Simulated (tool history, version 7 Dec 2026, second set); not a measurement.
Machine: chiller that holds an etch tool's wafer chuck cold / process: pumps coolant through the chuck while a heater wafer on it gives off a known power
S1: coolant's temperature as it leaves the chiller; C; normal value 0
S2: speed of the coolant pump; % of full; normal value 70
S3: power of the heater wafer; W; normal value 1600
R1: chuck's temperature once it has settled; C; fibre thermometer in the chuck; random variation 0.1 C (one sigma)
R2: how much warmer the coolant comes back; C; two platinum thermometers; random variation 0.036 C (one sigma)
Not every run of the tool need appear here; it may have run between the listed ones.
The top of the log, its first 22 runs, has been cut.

run    hour  S1  S2    S3    R1    R2
 23  1000.3   0  70  1905  25.5  8.27
 24  1029.2   0  70  1905  25.4  8.29
 25  1068.5  -6  70  1600  15.3  6.96
 26  1095.4  -4  70  1600  17.4  6.96
 27  1155.7  -4  70  1600  17.1  6.97
 28  1209.0  -4  70  1600  17.4  7.05
 29  1271.1  -4  70  1600  17.3  6.99
 30  1313.7   0  63  1247  17.8  6.07
 31  1346.3   6  63  1247  23.8  6.06
     1387.3  -- gauge calibrated
 32  1389.1   0  70  1600  21.4  6.83
 33  1417.9   0  70  1600  21.3  6.74

Below are 3 alternative next runs, each starting from the tool's condition after run 33. Predict each:
  A  1450.8   4  74  1012   ?   ?
  B  1450.8   0  84  1600   ?   ?
  C  1450.8   0  70  1450   ?   ?

run    R1    R2
  A  17.1  4.09
  B  19.0  5.67
  C  19.2  6.24
What these runs would have given with no unlogged condition in the tool:
run    R1    R2
  A  17.1  4.08
  B  19.0  5.66
  C  19.2  6.23

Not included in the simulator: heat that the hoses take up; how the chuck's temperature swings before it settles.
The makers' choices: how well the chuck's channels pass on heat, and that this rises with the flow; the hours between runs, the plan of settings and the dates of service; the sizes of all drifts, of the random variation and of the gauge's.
